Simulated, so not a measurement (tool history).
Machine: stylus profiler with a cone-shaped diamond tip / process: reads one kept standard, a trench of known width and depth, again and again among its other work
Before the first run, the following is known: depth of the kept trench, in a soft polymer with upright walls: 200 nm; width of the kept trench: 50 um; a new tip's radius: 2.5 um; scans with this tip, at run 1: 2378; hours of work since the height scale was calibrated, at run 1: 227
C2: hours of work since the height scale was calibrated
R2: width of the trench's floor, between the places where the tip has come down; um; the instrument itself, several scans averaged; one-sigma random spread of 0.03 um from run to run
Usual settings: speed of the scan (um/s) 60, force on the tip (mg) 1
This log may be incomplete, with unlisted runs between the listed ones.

run 1 day=0 | speed_of_the_scan_(um/s)=60 force_on_the_tip_(mg)=1 | scans_with_this_tip=2378 C2=227 | depth_of_the_trench_(nm)=200.52 R2=47.49
run 2 day=0.854 | speed_of_the_scan_(um/s)=60 force_on_the_tip_(mg)=1 | scans_with_this_tip=2529 C2=241 | depth_of_the_trench_(nm)=200.59 R2=47.52
run 3 day=1.938 | speed_of_the_scan_(um/s)=60 force_on_the_tip_(mg)=1 | scans_with_this_tip=2719 C2=259 | depth_of_the_trench_(nm)=200.49 R2=47.47
run 4 day=2.708 | speed_of_the_scan_(um/s)=60 force_on_the_tip_(mg)=1 | scans_with_this_tip=2854 C2=272 | depth_of_the_trench_(nm)=200.54 R2=47.49
run 5 day=3.517 | speed_of_the_scan_(um/s)=60 force_on_the_tip_(mg)=1 | scans_with_this_tip=2997 C2=286 | depth_of_the_trench_(nm)=200.61 R2=47.48
run 6 day=4.383 | speed_of_the_scan_(um/s)=60 force_on_the_tip_(mg)=0.76 | scans_with_this_tip=3149 C2=300 | depth_of_the_trench_(nm)=200.42 R2=47.42
run 7 day=5.883 | speed_of_the_scan_(um/s)=60 force_on_the_tip_(mg)=0.76 | scans_with_this_tip=3413 C2=326 | depth_of_the_trench_(nm)=200.49 R2=47.35
run 8 day=7.146 | speed_of_the_scan_(um/s)=60 force_on_the_tip_(mg)=2.28 | scans_with_this_tip=3636 C2=347 | depth_of_the_trench_(nm)=200.97 R2=47.6
run 9 day=8.338 | speed_of_the_scan_(um/s)=60 force_on_the_tip_(mg)=2.28 | scans_with_this_tip=3845 C2=367 | depth_of_the_trench_(nm)=200.98 R2=47.62
run 10 day=9.688 | speed_of_the_scan_(um/s)=60 force_on_the_tip_(mg)=2.28 | scans_with_this_tip=4082 C2=389 | depth_of_the_trench_(nm)=200.92 R2=47.62
run 11 day=11.15 | speed_of_the_scan_(um/s)=60 force_on_the_tip_(mg)=0.76 | scans_with_this_tip=4340 C2=414 | depth_of_the_trench_(nm)=200.29 R2=47.38
run 12 day=12.55 | speed_of_the_scan_(um/s)=60 force_on_the_tip_(mg)=0.76 | scans_with_this_tip=4586 C2=437 | depth_of_the_trench_(nm)=200.36 R2=47.32
run 13 day=13.567 | speed_of_the_scan_(um/s)=60 force_on_the_tip_(mg)=0.76 | scans_with_this_tip=4766 C2=455 | depth_of_the_trench_(nm)=200.25 R2=47.36
run 14 day=14.525 | speed_of_the_scan_(um/s)=60 force_on_the_tip_(mg)=1.11 | scans_with_this_tip=4934 C2=471 | depth_of_the_trench_(nm)=200.46 R2=47.48
run 15 day=15.717 | speed_of_the_scan_(um/s)=60 force_on_the_tip_(mg)=2.29 | scans_with_this_tip=5144 C2=491 | depth_of_the_trench_(nm)=200.91 R2=47.54
run 16 day=16.758 | speed_of_the_scan_(um/s)=60 force_on_the_tip_(mg)=2.29 | scans_with_this_tip=5327 C2=508 | depth_of_the_trench_(nm)=200.88 R2=47.63
run 17 day=17.579 | speed_of_the_scan_(um/s)=108 force_on_the_tip_(mg)=1 | scans_with_this_tip=5471 C2=522 | depth_of_the_trench_(nm)=200.37 R2=47.06
run 18 day=18.467 | speed_of_the_scan_(um/s)=108 force_on_the_tip_(mg)=1 | scans_with_this_tip=5628 C2=537 | depth_of_the_trench_(nm)=200.4 R2=47.01
run 19 day=19.85 | speed_of_the_scan_(um/s)=108 force_on_the_tip_(mg)=1 | scans_with_this_tip=5871 C2=560 | depth_of_the_trench_(nm)=200.3 R2=47.01
run 20 day=20.833 | speed_of_the_scan_(um/s)=108 force_on_the_tip_(mg)=1 | scans_with_this_tip=6044 C2=576 | depth_of_the_trench_(nm)=200.4 R2=47.03
run 21 day=21.746 | speed_of_the_scan_(um/s)=60 force_on_the_tip_(mg)=1 | scans_with_this_tip=6204 C2=592 | depth_of_the_trench_(nm)=200.28 R2=47.36
run 22 day=22.733 | speed_of_the_scan_(um/s)=26 force_on_the_tip_(mg)=1 | scans_with_this_tip=6378 C2=608 | depth_of_the_trench_(nm)=200.25 R2=47.69
run 23 day=23.825 | speed_of_the_scan_(um/s)=26 force_on_the_tip_(mg)=1 | scans_with_this_tip=6570 C2=627 | depth_of_the_trench_(nm)=200.28 R2=47.61
-- day=23.933 height scale calibrated on a step standard
run 24 day=24.917 | speed_of_the_scan_(um/s)=109 force_on_the_tip_(mg)=0.72 | scans_with_this_tip=6759 C2=16 | depth_of_the_trench_(nm)=199.9 R2=46.83
run 25 day=26.238 | speed_of_the_scan_(um/s)=231 force_on_the_tip_(mg)=0.61 | scans_with_this_tip=6991 C2=39 | depth_of_the_trench_(nm)=199.85 R2=45.51
run 26 day=27.512 | speed_of_the_scan_(um/s)=60 force_on_the_tip_(mg)=1.11 | scans_with_this_tip=7216 C2=60 | depth_of_the_trench_(nm)=200.08 R2=47.37
run 27 day=28.371 | speed_of_the_scan_(um/s)=125 force_on_the_tip_(mg)=0.57 | scans_with_this_tip=7366 C2=74 | depth_of_the_trench_(nm)=199.86 R2=46.6
run 28 day=29.467 | speed_of_the_scan_(um/s)=26 force_on_the_tip_(mg)=0.7 | scans_with_this_tip=7559 C2=93 | depth_of_the_trench_(nm)=199.9 R2=47.52
run 29 day=31.046 | speed_of_the_scan_(um/s)=60 force_on_the_tip_(mg)=0.37 | scans_with_this_tip=7837 C2=119 | depth_of_the_trench_(nm)=199.6 R2=47.01
run 30 day=32.092 | speed_of_the_scan_(um/s)=167 force_on_the_tip_(mg)=1.01 | scans_with_this_tip=8021 C2=137 | depth_of_the_trench_(nm)=200.13 R2=46.56
-- day=32.829 height scale calibrated on a step standard, once more
run 31 day=33.421 | speed_of_the_scan_(um/s)=167 force_on_the_tip_(mg)=1.01 | scans_with_this_tip=8252 C2=10 | depth_of_the_trench_(nm)=200.8 R2=46.51
run 32 day=34.304 | speed_of_the_scan_(um/s)=17 force_on_the_tip_(mg)=1.01 | scans_with_this_tip=8407 C2=25 | depth_of_the_trench_(nm)=200.66 R2=47.68
run 33 day=35.071 | speed_of_the_scan_(um/s)=17 force_on_the_tip_(mg)=1.58 | scans_with_this_tip=8541 C2=38 | depth_of_the_trench_(nm)=201.13 R2=47.65
run 34 day=35.775 | speed_of_the_scan_(um/s)=40 force_on_the_tip_(mg)=2.56 | scans_with_this_tip=8666 C2=49 | depth_of_the_trench_(nm)=201.57 R2=47.55
run 35 day=37.362 | speed_of_the_scan_(um/s)=40 force_on_the_tip_(mg)=1.76 | scans_with_this_tip=8945 C2=76 | depth_of_the_trench_(nm)=201.04 R2=47.53
run 36 day=38.829 | speed_of_the_scan_(um/s)=40 force_on_the_tip_(mg)=1.76 | scans_with_this_tip=9203 C2=101 | depth_of_the_trench_(nm)=201.06 R2=47.56
run 37 day=39.954 | speed_of_the_scan_(um/s)=40 force_on_the_tip_(mg)=1.76 | scans_with_this_tip=9401 C2=120 | depth_of_the_trench_(nm)=201.12 R2=47.53
run 38 day=40.8 | speed_of_the_scan_(um/s)=40 force_on_the_tip_(mg)=1.76 | scans_with_this_tip=9550 C2=134 | depth_of_the_trench_(nm)=200.9 R2=47.56
run 39 day=41.842 | speed_of_the_scan_(um/s)=40 force_on_the_tip_(mg)=1.76 | scans_with_this_tip=9733 C2=151 | depth_of_the_trench_(nm)=201.06 R2=47.57
run 40 day=43.042 | speed_of_the_scan_(um/s)=40 force_on_the_tip_(mg)=1.76 | scans_with_this_tip=9944 C2=171 | depth_of_the_trench_(nm)=201.15 R2=47.48
run 41 day=44.567 | speed_of_the_scan_(um/s)=41 force_on_the_tip_(mg)=2.92 | scans_with_this_tip=10213 C2=197 | depth_of_the_trench_(nm)=201.39 R2=47.49
run 42 day=46.108 | speed_of_the_scan_(um/s)=28 force_on_the_tip_(mg)=0.67 | scans_with_this_tip=10483 C2=223 | depth_of_the_trench_(nm)=200.53 R2=47.5

5 options for the next run, each taken on its own from the tool as it stands now. Forecast them:
run A day=47.292 | speed_of_the_scan_(um/s)=25 force_on_the_tip_(mg)=0.67 | scans_with_this_tip=10692 C2=243 | depth_of_the_trench_(nm)=? R2=?
run B day=47.292 | speed_of_the_scan_(um/s)=19 force_on_the_tip_(mg)=1.07 | scans_with_this_tip=10692 C2=243 | depth_of_the_trench_(nm)=? R2=?
run C day=47.292 | speed_of_the_scan_(um/s)=65 force_on_the_tip_(mg)=0.41 | scans_with_this_tip=10692 C2=243 | depth_of_the_trench_(nm)=? R2=?
run D day=47.292 | speed_of_the_scan_(um/s)=28 force_on_the_tip_(mg)=1.58 | scans_with_this_tip=10692 C2=243 | depth_of_the_trench_(nm)=? R2=?
run E day=47.292 | speed_of_the_scan_(um/s)=18 force_on_the_tip_(mg)=0.67 | scans_with_this_tip=10692 C2=243 | depth_of_the_trench_(nm)=? R2=?

run=A depth_of_the_trench_(nm)=200.33 R2=47.47
run=B depth_of_the_trench_(nm)=200.53 R2=47.64
run=C depth_of_the_trench_(nm)=200.31 R2=47
run=D depth_of_the_trench_(nm)=200.83 R2=47.53
run=E depth_of_the_trench_(nm)=200.39 R2=47.57
With no hidden state in the tool, these same runs would have given:
run=A depth_of_the_trench_(nm)=200.41 R2=47.78
run=B depth_of_the_trench_(nm)=200.61 R2=47.96
run=C depth_of_the_trench_(nm)=200.39 R2=47.32
run=D depth_of_the_trench_(nm)=200.92 R2=47.84
run=E depth_of_the_trench_(nm)=200.47 R2=47.89
